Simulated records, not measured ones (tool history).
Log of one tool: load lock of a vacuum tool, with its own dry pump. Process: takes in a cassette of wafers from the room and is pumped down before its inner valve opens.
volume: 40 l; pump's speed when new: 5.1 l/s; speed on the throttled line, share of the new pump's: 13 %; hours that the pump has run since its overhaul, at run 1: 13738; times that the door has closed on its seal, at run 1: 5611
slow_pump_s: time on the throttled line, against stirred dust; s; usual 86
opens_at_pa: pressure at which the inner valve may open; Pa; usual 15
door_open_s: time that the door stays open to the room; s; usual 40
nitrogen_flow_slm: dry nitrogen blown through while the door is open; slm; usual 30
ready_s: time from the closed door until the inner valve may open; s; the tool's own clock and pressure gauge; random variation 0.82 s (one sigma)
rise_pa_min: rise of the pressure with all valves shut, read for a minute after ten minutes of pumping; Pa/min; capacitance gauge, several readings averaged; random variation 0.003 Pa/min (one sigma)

run    hour  slow_pump_s  opens_at_pa  door_open_s  nitrogen_flow_slm  hours that the pump has run since its overhaul  times that the door has closed on its seal  incoming humidity of the room's air, %  ready_s  rise_pa_min
  1     0.0           86           15           40                 30                                           13738                                        5611                                    45.1    153.4        0.087
  2   387.9           86           15           40                 30                                           14126                                        7308                                    47.7    155.2        0.110
  3   676.6           86           19           40                 30                                           14414                                        8571                                    44.3    151.7        0.143
  4  1021.3           86           15           40                 30                                           14759                                       10079                                    43.6    154.5        0.175
  5  1273.7           86           15           40                 30                                           15011                                       11184                                    43.6    153.8        0.196
  6  1551.9           86           15           40                 30                                           15290                                       12401                                    46.7    153.0        0.223
  7  2028.6           86           15           40                 30                                           15766                                       14487                                    49.7    153.9        0.279
  8  2289.6           86           15           35                 30                                           16027                                       15629                                    47.3    154.4        0.303
  9  2706.6           86           15           40                 30                                           16444                                       17454                                    45.4    156.0        0.365
 10  2939.6           86           23           74                 30                                           16677                                       18473                                    49.9    150.8        0.397
 11  3352.0          165           20          212                 25                                           17090                                       20278                                    44.6    219.0        0.469
 12  3610.9           70           15           72                 21                                           17348                                       21411                                    45.4    143.1        0.506
 13  4088.8           86           16           40                 24                                           17826                                       23502                                    42.5    155.2        0.580
 14  4433.8           86           18           26                 32                                           18171                                       25011                                    43.8    155.6        0.643
 15  4742.4           86           18           30                 32                                           18480                                       26361                                    44.3    154.9        0.699
     4825.6  -- door's seal changed, seat wiped
 16  5062.5           70           15           42                  4                                           18799                                        1037                                    48.2    144.3        0.056
 17  5419.6           86           15          143                 34                                           19156                                        2599                                    44.1    158.0        0.055
 18  5656.6           86           15           35                  9                                           19393                                        3636                                    46.4    157.8        0.071

Forecast each of these 3 alternatives for the next run:
  A  5925.8           86           12           92                 32                                           19662                                        4814                                    44.4        ?            ?
  B  5925.8          131           15          185                  9                                           19662                                        4814                                    43.5        ?            ?
  C  5925.8           70           15           56                  9                                           19662                                        4814                                    44.4        ?            ?

run  ready_s  rise_pa_min
  A    160.2        0.078
  B    195.4        0.111
  C    144.5        0.093
Without the tool's hidden state the same runs would have given:
run  ready_s  rise_pa_min
  A    145.2        0.024
  B    182.3        0.056
  C    129.5        0.038
